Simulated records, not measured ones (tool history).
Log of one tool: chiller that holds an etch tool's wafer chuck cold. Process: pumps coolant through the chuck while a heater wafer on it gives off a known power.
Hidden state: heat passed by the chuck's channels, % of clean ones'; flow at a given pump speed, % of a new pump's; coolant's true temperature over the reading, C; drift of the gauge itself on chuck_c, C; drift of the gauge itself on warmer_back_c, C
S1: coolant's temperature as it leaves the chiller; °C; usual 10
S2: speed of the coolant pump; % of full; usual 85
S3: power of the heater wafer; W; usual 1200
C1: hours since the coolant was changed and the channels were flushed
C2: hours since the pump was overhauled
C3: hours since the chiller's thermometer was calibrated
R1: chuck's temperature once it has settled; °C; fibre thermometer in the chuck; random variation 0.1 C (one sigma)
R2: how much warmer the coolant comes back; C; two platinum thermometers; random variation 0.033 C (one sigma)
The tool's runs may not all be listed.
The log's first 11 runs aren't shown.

Run 12, hour 379.7: usual settings; C1 539; C2 480; C3 3266. Result: R1 19.6 °C, R2 4.84 C.
At hour 402.9: chiller's thermometer calibrated.
Run 13, hour 419.8: usual settings; C1 578; C2 519; C3 17. Result: R1 19.4 °C, R2 4.77 C.
Run 14, hour 463.4: usual settings but S3 1655 W; C1 621; C2 562; C3 60. Result: R1 23 °C, R2 6.65 C.
Run 15, hour 498: usual settings; C1 656; C2 597; C3 95. Result: R1 19.5 °C, R2 4.8 C.
Run 16, hour 541.1: usual settings but S1 11 °C; C1 699; C2 640; C3 138. Result: R1 20.6 °C, R2 4.82 C.
Run 17, hour 577.3: usual settings but S1 19 °C, S2 76 % of full, S3 787 W; C1 735; C2 676; C3 174. Result: R1 25.9 °C, R2 3.48 C.
Run 18, hour 619.8: usual settings but S1 8 °C, S2 75 % of full; C1 778; C2 719; C3 217. Result: R1 18.3 °C, R2 5.48 C.
Run 19, hour 659.1: usual settings but S1 2 °C, S2 77 % of full, S3 1412 W; C1 817; C2 758; C3 256. Result: R1 14.2 °C, R2 6.26 C.
Run 20, hour 707.3: usual settings but S1 2 °C, S2 82 % of full, S3 823 W; C1 865; C2 806; C3 304. Result: R1 8.7 °C, R2 3.33 C.
Run 21, hour 752.9: usual settings but S2 86 % of full; C1 911; C2 852; C3 350. Result: R1 19.3 °C, R2 4.72 C.
Run 22, hour 780.5: usual settings but S1 2 °C, S3 772 W; C1 939; C2 879; C3 378. Result: R1 8 °C, R2 2.98 C.
Run 23, hour 807.7: usual settings but S1 3 °C, S2 61 % of full, S3 816 W; C1 966; C2 907; C3 405. Result: R1 11.6 °C, R2 4.61 C.
Run 24, hour 830.5: usual settings but S1 18 °C, S2 87 % of full; C1 989; C2 929; C3 428. Result: R1 27.2 °C, R2 4.64 C.
Run 25, hour 857.9: usual settings but S3 828 W; C1 1016; C2 957; C3 455. Result: R1 16.6 °C, R2 3.19 C.
Run 26, hour 888.6: usual settings but S3 828 W; C1 1047; C2 988; C3 486. Result: R1 16.4 °C, R2 3.17 C.
Run 27, hour 912.4: usual settings but S1 14 °C, S2 67 % of full, S3 1156 W; C1 1070; C2 1011; C3 509. Result: R1 25 °C, R2 5.91 C.
Run 28, hour 948.8: usual settings but S1 14 °C, S2 67 % of full, S3 1156 W; C1 1107; C2 1048; C3 546. Result: R1 25 °C, R2 5.87 C.
Run 29, hour 970: usual settings but S1 14 °C, S2 67 % of full, S3 1156 W; C1 1128; C2 1069; C3 567. Result: R1 25.2 °C, R2 5.94 C.
Run 30, hour 999.9: usual settings but S1 20 °C, S2 83 % of full, S3 1064 W; C1 1158; C2 1099; C3 597. Result: R1 28.6 °C, R2 4.25 C.
Run 31, hour 1031.8: usual settings but S1 5 °C, S2 87 % of full, S3 1084 W; C1 1190; C2 1131; C3 629. Result: R1 13.3 °C, R2 4.16 C.

Forecast each of these 3 alternatives for the next run:
Run A, hour 1063.7: usual settings but S1 5 °C, S2 87 % of full, S3 1528 W; C1 1222; C2 1163; C3 661. Result: R1 ?, R2 ?.
Run B, hour 1063.7: usual settings but S1 0 °C, S3 1615 W; C1 1222; C2 1163; C3 661. Result: R1 ?, R2 ?.
Run C, hour 1063.7: usual settings but S1 19 °C, S3 1089 W; C1 1222; C2 1163; C3 661. Result: R1 ?, R2 ?.

run    R1    R2
  A  16.6  5.81
  B  12.7  6.35
  C  27.6  4.16
Without the tool's hidden state the same runs would have given:
run    R1    R2
  A  16.6  6.04
  B  12.7  6.58
  C  27.5  4.39
